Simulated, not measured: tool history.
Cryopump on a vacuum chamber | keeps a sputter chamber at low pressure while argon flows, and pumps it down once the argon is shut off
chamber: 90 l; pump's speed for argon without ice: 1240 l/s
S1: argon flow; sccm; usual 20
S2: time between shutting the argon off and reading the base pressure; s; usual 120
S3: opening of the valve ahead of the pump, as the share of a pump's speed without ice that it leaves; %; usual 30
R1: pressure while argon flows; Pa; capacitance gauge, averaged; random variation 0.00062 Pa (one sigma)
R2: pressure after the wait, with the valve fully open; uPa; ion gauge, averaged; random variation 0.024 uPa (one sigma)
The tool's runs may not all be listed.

run   hour  S1   S2  S3      R1    R2
  1    0.0  20  120  30  0.0912  0.96
  2   20.6  20  120  30  0.0932  0.96
  3   46.2  20  120  30  0.0923  1.06
  4   63.8  20  120  43  0.0650  1.05
  5   82.6  20  120  30  0.0944  1.05
  6  103.4  20  120  30  0.0926  1.06
  7  115.0  20   28  30  0.0938  3.24
  8  139.4  20   28  30  0.0943  3.21
  9  167.0  20   28  30  0.0933  3.38
 10  189.2  20   28  30  0.0935  3.26
 11  205.7  34   28  30  0.1613  3.42
 12  222.7  20   25  30  0.0932  3.73
 13  235.2  20   25  30  0.0933  3.73
 14  252.7  20   25  30  0.0951  3.73
 15  267.0  20   25  30  0.0944  3.81
 16  288.2  20   25  30  0.0939  3.77
 17  306.2  20   25  30  0.0955  3.75
 18  323.9  20   25  30  0.0948  3.72
 19  337.0  14   42  31  0.0646  2.60
 20  360.9  20  124  22  0.1288  1.37
 21  381.7  20  151  25  0.1134  1.22
 22  399.5  20  151  25  0.1145  1.24
 23  417.6  15  199  22  0.0966  1.12
 24  430.6  20  110  40  0.0738  1.46
 25  455.3  14  186  45  0.0469  1.14
 26  483.1  10   85  17  0.0818  1.74
     498.6  -- pump warmed up, emptied and cooled again
 27  510.9  10   85  17  0.0800  1.60
 28  532.3  10   85  17  0.0812  1.62
 29  557.2  14  125  52  0.0366  1.30
 30  579.2  14  125  20  0.0968  1.32
 31  591.4  14  125  20  0.0959  1.41

Forecast run 32:
 32  613.9  20  238  45   ?   ?

Run 32 gave R1 0.0616 Pa, R2 1.12 uPa.
Without the tool's hidden state the same run would have given R1 0.0602 Pa, R2 0.60 uPa.

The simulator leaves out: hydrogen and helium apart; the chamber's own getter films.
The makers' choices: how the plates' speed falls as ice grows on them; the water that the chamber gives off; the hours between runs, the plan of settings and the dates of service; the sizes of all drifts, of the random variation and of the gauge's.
